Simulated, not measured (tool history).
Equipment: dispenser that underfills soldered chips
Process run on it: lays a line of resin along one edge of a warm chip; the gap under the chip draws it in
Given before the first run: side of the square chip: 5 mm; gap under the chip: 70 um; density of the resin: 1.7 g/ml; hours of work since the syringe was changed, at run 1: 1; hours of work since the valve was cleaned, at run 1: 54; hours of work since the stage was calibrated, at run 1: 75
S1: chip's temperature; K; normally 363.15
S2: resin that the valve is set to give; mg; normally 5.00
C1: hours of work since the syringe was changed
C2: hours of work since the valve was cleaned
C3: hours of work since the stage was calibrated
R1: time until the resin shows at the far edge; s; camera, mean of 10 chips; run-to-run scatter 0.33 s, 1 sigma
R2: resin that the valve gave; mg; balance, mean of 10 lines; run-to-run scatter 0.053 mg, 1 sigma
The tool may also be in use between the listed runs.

run,hour,S1,S2,C1,C2,C3,R1,R2
1,0.0,363.15,5.00,1,54,75,13.9,4.71
2,5.2,363.15,5.00,4,57,79,14.8,4.66
3,9.0,363.15,5.00,7,60,82,16.4,4.80
4,13.5,363.15,5.00,10,63,85,18.6,4.82
# hour 14.8: new syringe of resin
5,17.6,363.15,5.00,2,66,88,13.9,4.65
6,21.8,363.15,5.00,5,69,91,15.7,4.82
7,27.1,363.15,5.50,9,73,94,17.5,5.21
# hour 30.3: new syringe of resin
8,30.3,363.15,5.50,0,75,96,13.3,5.15
9,33.7,369.15,5.50,2,77,99,11.5,5.19
10,38.6,355.15,5.50,6,80,102,21.8,5.17
11,42.0,363.15,5.00,8,83,104,17.7,4.71
# hour 46.3: new syringe of resin
12,47.5,363.15,5.00,1,86,108,13.8,4.64
13,52.3,361.15,5.00,4,90,111,16.4,4.67
14,55.0,361.15,5.00,6,92,113,17.4,4.68
15,60.2,377.15,5.00,10,95,117,10.7,4.63
# hour 62.3: dispensing valve cleaned and set on the balance
# hour 63.0: new syringe of resin
16,64.2,377.15,5.00,1,1,119,8.2,4.97
17,68.4,377.15,5.00,4,4,122,8.9,4.99
18,73.9,377.15,5.00,8,8,126,10.3,4.96
19,77.8,375.15,5.00,10,11,128,12.1,4.93
# hour 78.7: new syringe of resin
20,81.0,375.15,5.00,2,13,130,9.4,4.97
21,85.8,369.15,5.00,5,16,134,12.7,5.08
22,91.2,356.15,4.78,9,20,137,23.5,4.76
# hour 94.3: new syringe of resin
23,97.2,356.15,4.78,2,24,141,18.2,4.65
24,102.7,365.15,6.08,6,28,145,13.9,5.90
25,108.0,369.15,4.53,10,31,149,14.9,4.39
# hour 110.0: new syringe of resin
26,113.1,376.15,4.25,2,35,152,9.3,4.13
27,118.4,376.15,4.25,6,38,156,10.1,4.08
28,123.9,350.15,4.87,10,42,160,30.8,4.84
# hour 125.8: new syringe of resin
29,128.1,351.15,5.62,2,45,163,21.6,5.45
30,132.4,351.15,5.62,5,48,166,24.3,5.36
31,135.4,367.15,5.90,7,50,168,14.9,5.72
32,140.9,367.15,5.90,11,54,172,16.0,5.68
# hour 141.7: new syringe of resin
33,143.9,367.15,5.90,2,56,174,11.1,5.66
34,149.5,367.15,5.90,5,60,177,13.1,5.67
35,155.6,377.15,4.83,10,64,182,10.9,4.68
# hour 157.4: new syringe of resin
36,161.9,363.15,6.01,3,68,186,15.6,5.64
37,167.0,365.15,4.84,7,72,189,16.4,4.60

Consider 3 possible next runs. They are alternatives, not a sequence: every one starts from the tool as it was left by run 37. What does each give?
A,172.3,372.15,5.00,10,75,193,?,?
B,172.3,360.15,5.24,10,75,193,?,?
C,172.3,369.15,5.21,10,75,193,?,?

run,R1,R2
A,13.8,4.79
B,22.3,4.89
C,15.4,4.97
Without the tool's hidden state the same runs would have given:
run,R1,R2
A,9.0,5.08
B,15.0,5.19
C,10.3,5.27
